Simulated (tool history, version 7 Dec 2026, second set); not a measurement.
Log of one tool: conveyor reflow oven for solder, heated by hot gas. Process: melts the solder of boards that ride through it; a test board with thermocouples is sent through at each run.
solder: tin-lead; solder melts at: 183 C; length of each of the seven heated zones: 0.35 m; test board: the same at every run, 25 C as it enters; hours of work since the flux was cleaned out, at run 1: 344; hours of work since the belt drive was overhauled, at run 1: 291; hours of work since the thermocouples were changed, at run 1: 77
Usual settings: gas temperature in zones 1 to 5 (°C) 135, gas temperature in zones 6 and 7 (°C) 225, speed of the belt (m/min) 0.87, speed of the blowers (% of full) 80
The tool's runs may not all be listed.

run    hour  gas temperature in zones 1 to 5 (°C)  gas temperature in zones 6 and 7 (°C)  speed of the belt (m/min)  speed of the blowers (% of full)  hours of work since the flux was cleaned out  hours of work since the belt drive was overhauled  hours of work since the thermocouples were changed  highest temperature of the board (°C)  time above the solder's melting point (s)
  1       0                                   135                                    225                       0.87                                80                                           344                                                291                                                  77                                  209.4                                       31.3
  2    82.4                                   139                                    225                       0.87                                80                                           391                                                338                                                 124                                  209.3                                       32.2
      135.9  -- flux residue cleaned out of gas plates and filters
  3   147.5                                   135                                    225                       0.87                                80                                             7                                                372                                                 159                                  212.6                                       34.1
  4     217                                   135                                    225                      0.912                                80                                            46                                                412                                                 198                                  211.2                                       31.4
  5   294.8                                   135                                    225                      0.912                                80                                            91                                                456                                                 243                                    211                                       31.2
  6   331.3                                   135                                    228                       0.87                                80                                           111                                                477                                                 263                                    215                                       35.3
  7   406.7                                   135                                    225                      0.871                                80                                           154                                                520                                                 306                                  211.9                                       33.5
  8   476.2                                   135                                    225                      0.871                                80                                           194                                                559                                                 346                                  211.3                                       33.5
  9   555.9                                   135                                    225                      0.996                                80                                           239                                                605                                                 391                                  206.9                                         26
 10   595.3                                   121                                    225                       0.87                                80                                           262                                                627                                                 414                                  208.3                                       28.6
 11   680.6                                   135                                    225                       0.87                                78                                           310                                                676                                                 462                                  210.6                                       32.8
 12   735.8                                   135                                    225                      1.012                                51                                           342                                                707                                                 494                                  198.4                                       17.8
 13   796.6                                   135                                    225                      1.012                                51                                           376                                                742                                                 528                                    198                                       17.6
 14   834.1                                   134                                    214                       0.87                                80                                           398                                                763                                                 550                                  200.2                                       25.1
      853.6  -- thermocouples of zones 6 and 7 changed
      874.5  -- flux residue cleaned out of gas plates and filters
 15     917                                   134                                    214                       0.87                                80                                            24                                                806                                                  33                                  202.9                                         29
 16     976                                   132                                    228                      0.987                                71                                            58                                                840                                                  67                                  209.7                                       26.9
 17  1037.9                                   135                                    237                      1.033                                80                                            93                                                875                                                 102                                  217.7                                       30.6
 18  1084.7                                   138                                    233                      0.904                                80                                           120                                                902                                                 129                                  219.6                                       36.7
 19  1170.9                                   138                                    233                      0.904                                80                                           169                                                951                                                 178                                  218.7                                       36.6
     1209.4  -- belt drive overhauled, speed set with a stopwatch
 20  1213.8                                   138                                    233                      0.904                                80                                           191                                                  3                                                 200                                  218.2                                       35.2

Forecast each of these 5 alternatives for the next run:
  A  1288.6                                   140                                    234                      1.018                                80                                           234                                                 45                                                 243                                      ?                                          ?
  B  1288.6                                   120                                    233                      0.904                                84                                           234                                                 45                                                 243                                      ?                                          ?
  C  1288.6                                   131                                    233                       0.85                                80                                           234                                                 45                                                 243                                      ?                                          ?
  D  1288.6                                   135                                    225                       0.87                                84                                           234                                                 45                                                 243                                      ?                                          ?
  E  1288.6                                   138                                    226                      0.745                                80                                           234                                                 45                                                 243                                      ?                                          ?

run  highest temperature of the board (°C)  time above the solder's melting point (s)
  A                                  214.2                                       29.8
  B                                  214.8                                       30.1
  C                                  217.8                                       36.4
  D                                  212.1                                       33.1
  E                                  216.2                                       43.2
Without the tool's hidden state the same runs would have given:
run  highest temperature of the board (°C)  time above the solder's melting point (s)
  A                                  215.9                                       30.8
  B                                  216.6                                       31.3
  C                                  219.1                                       37.3
  D                                  213.3                                       34.1
  E                                    217                                       43.9
